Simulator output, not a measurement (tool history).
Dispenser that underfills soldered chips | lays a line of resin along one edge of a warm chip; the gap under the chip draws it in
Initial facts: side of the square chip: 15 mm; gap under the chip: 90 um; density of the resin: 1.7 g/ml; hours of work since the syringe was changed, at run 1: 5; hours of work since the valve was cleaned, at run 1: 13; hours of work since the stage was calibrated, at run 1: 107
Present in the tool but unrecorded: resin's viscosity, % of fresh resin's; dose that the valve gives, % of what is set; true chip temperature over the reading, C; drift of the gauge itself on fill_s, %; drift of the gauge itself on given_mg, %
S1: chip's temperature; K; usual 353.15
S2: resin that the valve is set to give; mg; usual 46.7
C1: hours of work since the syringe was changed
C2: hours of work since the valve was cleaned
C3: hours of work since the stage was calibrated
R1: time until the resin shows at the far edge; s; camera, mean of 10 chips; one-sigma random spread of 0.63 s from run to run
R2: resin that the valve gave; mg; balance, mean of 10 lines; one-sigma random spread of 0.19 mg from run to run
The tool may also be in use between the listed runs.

| run | hour | S1 | S2 | C1 | C2 | C3 | R1 | R2 |
|---|---|---|---|---|---|---|---|---|
| 1 | 0 | 353.15 | 46.7 | 5 | 13 | 107 | 75.3 | 46.31 |
|  | 4 | new syringe of resin |
| 2 | 12.2 | 353.15 | 46.7 | 6 | 22 | 117 | 80.7 | 45.99 |
|  | 14.6 | new syringe of resin |
| 3 | 20.9 | 353.15 | 46.7 | 5 | 29 | 123 | 73.7 | 45.58 |
|  | 24.5 | new syringe of resin |
| 4 | 31.8 | 353.15 | 46.7 | 6 | 37 | 132 | 76 | 45.65 |
|  | 34.7 | new syringe of resin |
| 5 | 41.6 | 353.15 | 46.7 | 5 | 44 | 139 | 74.5 | 45.26 |
|  | 45 | new syringe of resin |
| 6 | 49.3 | 341.15 | 46.7 | 3 | 50 | 145 | 102.2 | 45.03 |

What does the tool deliver on the next run?
|  | 55.5 | new syringe of resin |
| 7 | 57.7 | 341.15 | 46.7 | 2 | 56 | 151 | ? | ? |

R1: 93.5 s
R2: 44.55 mg
Without the tool's hidden state the same run would have given R1 84.7 s, R2 46.55 mg.
